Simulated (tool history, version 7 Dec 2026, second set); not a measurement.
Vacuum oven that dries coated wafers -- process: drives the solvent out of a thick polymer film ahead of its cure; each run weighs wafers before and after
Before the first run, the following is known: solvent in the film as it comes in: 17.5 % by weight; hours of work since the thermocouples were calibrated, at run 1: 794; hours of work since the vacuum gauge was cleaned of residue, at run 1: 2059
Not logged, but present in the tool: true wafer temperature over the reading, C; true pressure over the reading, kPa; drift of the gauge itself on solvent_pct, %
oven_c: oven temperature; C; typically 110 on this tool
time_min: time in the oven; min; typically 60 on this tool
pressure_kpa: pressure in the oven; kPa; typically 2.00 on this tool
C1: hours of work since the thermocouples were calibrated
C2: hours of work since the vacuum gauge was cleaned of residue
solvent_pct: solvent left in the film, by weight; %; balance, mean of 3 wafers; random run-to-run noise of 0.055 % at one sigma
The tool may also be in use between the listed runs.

Run 1, hour 0.0: usual settings; C1 794; C2 2059. Result: solvent_pct 2.90 %.
Run 2, hour 96.4: usual settings; C1 838; C2 2103. Result: solvent_pct 2.86 %.
Run 3, hour 191.3: usual settings but time_min 81 min; C1 881; C2 2146. Result: solvent_pct 1.93 %.
Run 4, hour 266.8: usual settings but time_min 81 min; C1 916; C2 2181. Result: solvent_pct 1.88 %.
Run 5, hour 364.3: usual settings but time_min 81 min; C1 960; C2 2225. Result: solvent_pct 1.99 %.
Run 6, hour 465.9: usual settings; C1 1007; C2 2271. Result: solvent_pct 2.94 %.
Run 7, hour 519.6: usual settings but time_min 66 min; C1 1031; C2 2296. Result: solvent_pct 2.56 %.
At hour 539.0: oven's thermocouples calibrated.
Run 8, hour 645.2: usual settings but time_min 66 min; C1 48; C2 2352. Result: solvent_pct 2.17 %.
Run 9, hour 741.3: usual settings but oven_c 96 C, time_min 46 min, pressure_kpa 1.28 kPa; C1 92; C2 2396. Result: solvent_pct 6.92 %.
Run 10, hour 819.3: usual settings but oven_c 116 C; C1 128; C2 2432. Result: solvent_pct 1.59 %.
Run 11, hour 939.0: usual settings but oven_c 116 C; C1 182; C2 2486. Result: solvent_pct 1.64 %.
Run 12, hour 992.2: usual settings but oven_c 116 C; C1 207; C2 2511. Result: solvent_pct 1.68 %.
Run 13, hour 1107.5: usual settings but oven_c 116 C; C1 259; C2 2563. Result: solvent_pct 1.61 %.
Run 14, hour 1218.3: usual settings but oven_c 116 C; C1 310; C2 2614. Result: solvent_pct 1.79 %.
Run 15, hour 1342.4: usual settings but pressure_kpa 2.89 kPa; C1 367; C2 2670. Result: solvent_pct 2.84 %.

Hidden condition of the tool, last listed run before each entry between runs versus first listed run after:
Logged between run 7 and run 8: oven's thermocouples calibrated (hour 539.0)
  true wafer temperature over the reading, C: -1.93 -> 0.12; true pressure over the reading, kPa: 0.973 -> 1
  measured less the result without the state, solvent_pct: +0.65 -> +0.28 %

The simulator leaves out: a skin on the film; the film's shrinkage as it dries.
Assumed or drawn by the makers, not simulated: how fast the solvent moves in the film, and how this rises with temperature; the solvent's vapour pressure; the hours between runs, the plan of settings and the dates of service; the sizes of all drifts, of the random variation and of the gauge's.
